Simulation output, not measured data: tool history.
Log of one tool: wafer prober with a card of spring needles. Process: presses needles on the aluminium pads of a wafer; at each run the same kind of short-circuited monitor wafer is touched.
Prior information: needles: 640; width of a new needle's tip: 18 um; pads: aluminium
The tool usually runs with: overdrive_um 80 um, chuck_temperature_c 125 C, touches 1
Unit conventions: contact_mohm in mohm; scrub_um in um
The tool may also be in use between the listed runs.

{"run": 1, "hour": 0.0, "overdrive_um": 80, "chuck_temperature_c": 125, "touches": 1, "contact_mohm": 312, "scrub_um": 12.37}
{"hour": 0.8, "done": "tips cleaned on abrasive film"}
{"run": 2, "hour": 5.3, "overdrive_um": 78, "chuck_temperature_c": 125, "touches": 1, "contact_mohm": 299, "scrub_um": 12.02}
{"run": 3, "hour": 15.7, "overdrive_um": 78, "chuck_temperature_c": 125, "touches": 1, "contact_mohm": 319, "scrub_um": 12.03}
{"hour": 20.7, "done": "tips cleaned on abrasive film"}
{"run": 4, "hour": 22.8, "overdrive_um": 78, "chuck_temperature_c": 125, "touches": 1, "contact_mohm": 286, "scrub_um": 12.03}
{"run": 5, "hour": 28.3, "overdrive_um": 78, "chuck_temperature_c": 125, "touches": 1, "contact_mohm": 308, "scrub_um": 12.02}
{"run": 6, "hour": 35.8, "overdrive_um": 78, "chuck_temperature_c": 125, "touches": 1, "contact_mohm": 316, "scrub_um": 12.03}
{"hour": 40.6, "done": "tips cleaned on abrasive film"}
{"run": 7, "hour": 46.5, "overdrive_um": 78, "chuck_temperature_c": 125, "touches": 1, "contact_mohm": 303, "scrub_um": 12.02}
{"run": 8, "hour": 52.5, "overdrive_um": 78, "chuck_temperature_c": 125, "touches": 1, "contact_mohm": 316, "scrub_um": 12.01}
{"hour": 60.2, "done": "tips cleaned on abrasive film"}
{"run": 9, "hour": 61.0, "overdrive_um": 78, "chuck_temperature_c": 125, "touches": 1, "contact_mohm": 288, "scrub_um": 12.0}
{"run": 10, "hour": 68.8, "overdrive_um": 80, "chuck_temperature_c": 125, "touches": 1, "contact_mohm": 310, "scrub_um": 12.29}
{"run": 11, "hour": 76.5, "overdrive_um": 80, "chuck_temperature_c": 125, "touches": 1, "contact_mohm": 313, "scrub_um": 12.3}
{"hour": 80.3, "done": "tips cleaned on abrasive film"}
{"run": 12, "hour": 86.5, "overdrive_um": 80, "chuck_temperature_c": 125, "touches": 1, "contact_mohm": 300, "scrub_um": 12.3}
{"run": 13, "hour": 91.0, "overdrive_um": 80, "chuck_temperature_c": 125, "touches": 1, "contact_mohm": 311, "scrub_um": 12.28}
{"run": 14, "hour": 96.3, "overdrive_um": 80, "chuck_temperature_c": 125, "touches": 1, "contact_mohm": 316, "scrub_um": 12.28}
{"hour": 100.5, "done": "tips cleaned on abrasive film"}
{"run": 15, "hour": 102.2, "overdrive_um": 80, "chuck_temperature_c": 125, "touches": 3, "contact_mohm": 281, "scrub_um": 12.28}
{"run": 16, "hour": 108.7, "overdrive_um": 80, "chuck_temperature_c": 125, "touches": 3, "contact_mohm": 285, "scrub_um": 12.33}
{"run": 17, "hour": 119.1, "overdrive_um": 80, "chuck_temperature_c": 32, "touches": 1, "contact_mohm": 294, "scrub_um": 12.28}
{"hour": 120.6, "done": "tips cleaned on abrasive film"}
{"run": 18, "hour": 125.4, "overdrive_um": 80, "chuck_temperature_c": 32, "touches": 1, "contact_mohm": 282, "scrub_um": 12.29}
{"run": 19, "hour": 130.8, "overdrive_um": 75, "chuck_temperature_c": 96, "touches": 1, "contact_mohm": 310, "scrub_um": 11.54}
{"hour": 132.0, "done": "height of the first contact set anew"}
{"hour": 141.3, "done": "tips cleaned on abrasive film"}
{"run": 20, "hour": 141.7, "overdrive_um": 75, "chuck_temperature_c": 96, "touches": 1, "contact_mohm": 278, "scrub_um": 11.45}
{"run": 21, "hour": 151.3, "overdrive_um": 75, "chuck_temperature_c": 96, "touches": 1, "contact_mohm": 311, "scrub_um": 11.46}
{"hour": 161.4, "done": "tips cleaned on abrasive film"}
{"run": 22, "hour": 161.5, "overdrive_um": 75, "chuck_temperature_c": 96, "touches": 1, "contact_mohm": 269, "scrub_um": 11.45}
{"run": 23, "hour": 166.8, "overdrive_um": 71, "chuck_temperature_c": 94, "touches": 2, "contact_mohm": 299, "scrub_um": 10.8}
{"run": 24, "hour": 171.8, "overdrive_um": 82, "chuck_temperature_c": 94, "touches": 2, "contact_mohm": 290, "scrub_um": 12.52}
{"run": 25, "hour": 176.9, "overdrive_um": 82, "chuck_temperature_c": 94, "touches": 2, "contact_mohm": 289, "scrub_um": 12.54}
{"hour": 181.7, "done": "tips cleaned on abrasive film"}
{"run": 26, "hour": 183.1, "overdrive_um": 65, "chuck_temperature_c": 59, "touches": 2, "contact_mohm": 270, "scrub_um": 9.87}
{"run": 27, "hour": 192.5, "overdrive_um": 80, "chuck_temperature_c": 52, "touches": 3, "contact_mohm": 271, "scrub_um": 12.16}
{"hour": 198.6, "done": "height of the first contact set anew, once more"}
{"run": 28, "hour": 200.3, "overdrive_um": 77, "chuck_temperature_c": 121, "touches": 2, "contact_mohm": 300, "scrub_um": 11.97}
{"hour": 202.0, "done": "tips cleaned on abrasive film"}
{"run": 29, "hour": 205.6, "overdrive_um": 77, "chuck_temperature_c": 121, "touches": 2, "contact_mohm": 287, "scrub_um": 11.94}
{"run": 30, "hour": 212.9, "overdrive_um": 70, "chuck_temperature_c": 114, "touches": 3, "contact_mohm": 291, "scrub_um": 10.83}
{"run": 31, "hour": 221.4, "overdrive_um": 74, "chuck_temperature_c": 64, "touches": 1, "contact_mohm": 314, "scrub_um": 11.49}
{"hour": 222.0, "done": "tips cleaned on abrasive film"}
{"run": 32, "hour": 231.1, "overdrive_um": 89, "chuck_temperature_c": 62, "touches": 1, "contact_mohm": 289, "scrub_um": 13.81}
{"run": 33, "hour": 237.6, "overdrive_um": 89, "chuck_temperature_c": 62, "touches": 1, "contact_mohm": 294, "scrub_um": 13.79}
{"hour": 242.0, "done": "tips cleaned on abrasive film"}
{"run": 34, "hour": 244.0, "overdrive_um": 65, "chuck_temperature_c": 111, "touches": 2, "contact_mohm": 288, "scrub_um": 10.08}

Consider 3 possible next runs. They are alternatives, not a sequence: every one starts from the tool as it was left by run 34. What does each give?
{"run": "A", "hour": 248.9, "overdrive_um": 71, "chuck_temperature_c": 34, "touches": 1, "contact_mohm": "?", "scrub_um": "?"}
{"run": "B", "hour": 248.9, "overdrive_um": 65, "chuck_temperature_c": 37, "touches": 2, "contact_mohm": "?", "scrub_um": "?"}
{"run": "C", "hour": 248.9, "overdrive_um": 66, "chuck_temperature_c": 125, "touches": 1, "contact_mohm": "?", "scrub_um": "?"}

run=A contact_mohm=294 scrub_um=10.98
run=B contact_mohm=281 scrub_um=10.07
run=C contact_mohm=322 scrub_um=10.27
What these runs would have given with no unlogged condition in the tool:
run=A contact_mohm=246 scrub_um=11.01
run=B contact_mohm=248 scrub_um=10.10
run=C contact_mohm=275 scrub_um=10.30
